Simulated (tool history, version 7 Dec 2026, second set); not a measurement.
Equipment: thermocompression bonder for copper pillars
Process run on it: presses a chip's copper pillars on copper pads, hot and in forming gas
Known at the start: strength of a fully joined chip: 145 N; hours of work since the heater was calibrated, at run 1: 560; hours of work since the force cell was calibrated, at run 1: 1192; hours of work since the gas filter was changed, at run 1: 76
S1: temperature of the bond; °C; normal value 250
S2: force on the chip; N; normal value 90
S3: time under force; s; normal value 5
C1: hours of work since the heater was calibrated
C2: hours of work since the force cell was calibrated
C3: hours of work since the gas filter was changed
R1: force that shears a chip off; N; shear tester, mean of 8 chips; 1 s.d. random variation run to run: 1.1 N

run,hour,S1,S2,S3,C1,C2,C3,R1
1,0,250,90,5,560,1192,76,93
2,78.9,272,90,5,610,1242,126,111.8
# hour 119: forming gas filter changed
3,164.6,272,90,5,664,1296,29,114.8
4,211.4,272,90,5,693,1326,59,113.1
5,290.2,272,90,5,743,1376,108,111.7
6,340.5,272,90,5,775,1408,140,110.5
# hour 358.3: forming gas filter changed
7,399.1,272,90,5,812,1444,26,114.3
8,436.9,272,90,5,836,1468,50,112.2
9,474.4,233,90,5,859,1492,74,69.6
10,535.8,250,90,5,898,1531,112,85.2
# hour 599.2: forming gas filter changed
11,619.2,250,90,5,951,1584,13,88.1
12,688,250,90,5,994,1627,56,85.1
13,727.4,250,56,5,1019,1652,81,56
14,778,250,56,5,1051,1684,113,53.8
15,832,250,90,3,1086,1718,147,69.3
# hour 837.5: force cell calibrated
# hour 838: forming gas filter changed
16,890,250,90,5,1121,33,33,87
17,940.8,250,90,5,1153,65,65,82.7
18,995.7,250,112,5,1188,100,100,98.1
# hour 1074.1: forming gas filter changed
19,1081.1,245,112,5,1242,154,4,93.4
20,1147.3,245,128,3,1284,196,46,86.9
21,1211.9,244,124,3,1325,236,87,81.2
# hour 1254.9: heater calibrated with a thermocouple chip
22,1283.5,245,82,13,18,281,131,105.8
# hour 1302.4: force cell calibrated, once more
# hour 1315.4: forming gas filter changed
23,1365.3,239,80,5,69,40,32,80.9
24,1437.3,237,56,6,114,85,77,56.9
25,1480.9,237,68,10,142,113,105,81.2
26,1523.8,277,68,3,169,140,132,89.7
# hour 1552.9: forming gas filter changed
27,1592.5,220,129,6,212,183,25,91
28,1632.3,250,90,11,237,208,50,116.6

Alternative continuations, all from the tool just after run 28; predict every row:
A,1691.9,238,84,3,275,246,88,?
B,1691.9,250,90,3,275,246,88,?
C,1691.9,229,81,10,275,246,88,?
D,1691.9,250,90,3,275,246,88,?
E,1691.9,237,75,3,275,246,88,?

run,R1
A,66.8
B,85.9
C,82.5
D,82.8
E,58.3
Stripped of hidden state, with their random variation kept, the same runs would have yielded:
run,R1
A,71.4
B,91.3
C,87.9
D,88
E,62.4

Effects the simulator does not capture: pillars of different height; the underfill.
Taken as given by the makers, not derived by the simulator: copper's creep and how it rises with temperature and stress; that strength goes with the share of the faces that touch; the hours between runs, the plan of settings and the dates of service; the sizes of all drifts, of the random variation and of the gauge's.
